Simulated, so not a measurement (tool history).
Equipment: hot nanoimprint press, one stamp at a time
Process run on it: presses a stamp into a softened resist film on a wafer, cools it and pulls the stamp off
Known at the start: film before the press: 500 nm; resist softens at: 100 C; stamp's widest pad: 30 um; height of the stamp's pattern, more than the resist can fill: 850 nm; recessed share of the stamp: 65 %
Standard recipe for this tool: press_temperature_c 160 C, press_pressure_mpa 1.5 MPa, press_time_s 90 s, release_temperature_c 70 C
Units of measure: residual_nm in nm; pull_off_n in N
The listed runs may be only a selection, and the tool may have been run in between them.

run	hour	press_temperature_c	press_pressure_mpa	press_time_s	release_temperature_c	residual_nm	pull_off_n
1	0	160	1.5	90	70	250.9	182
2	8.3	160	1.16	90	70	275.6	175
3	16.2	160	1.14	90	70	280.3	179
4	21.8	160	1.14	90	70	277.6	176
5	30	160	1.14	144	70	234.6	180
6	34.7	160	1.14	144	70	234	176
7	40.3	160	1.5	90	76	250.3	160
8	48.5	160	2.35	90	70	206.8	183
9	56.8	160	2.35	90	70	208.7	182
# hour 60.6: plate thermocouple calibrated
10	67	160	2.35	90	70	206.2	181
11	71.2	160	2.35	90	70	205.7	180
12	78.6	164	0.99	90	62	242.3	209
13	83.1	150	1.05	54	71	445	183
14	92.5	167	1.5	90	70	172.4	180
15	101	154	1.5	90	70	326.8	185
# hour 106.3: plate thermocouple calibrated, once more
16	111.8	155	1.5	61	70	370.1	193
17	119	160	1.5	77	70	274.4	193
18	123.2	160	1.06	179	70	231.8	197
19	129.8	158	1.15	90	70	315.5	193
20	134.8	160	1.8	77	67	255.1	202

Each row is a separate what-if for the run after 20, all from the same tool condition, not one after another. Results?
A	142.9	169	0.97	68	70	?	?
B	142.9	160	1.72	79	57	?	?
C	142.9	160	1.8	89	72	?	?
D	142.9	160	1.19	138	64	?	?

run	residual_nm	pull_off_n
A	224.4	195
B	259.2	233
C	246.2	182
D	247.5	206
Had the tool no hidden state, the same runs would have come out as:
run	residual_nm	pull_off_n
A	222.9	169
B	256.7	202
C	243.6	158
D	245.6	179

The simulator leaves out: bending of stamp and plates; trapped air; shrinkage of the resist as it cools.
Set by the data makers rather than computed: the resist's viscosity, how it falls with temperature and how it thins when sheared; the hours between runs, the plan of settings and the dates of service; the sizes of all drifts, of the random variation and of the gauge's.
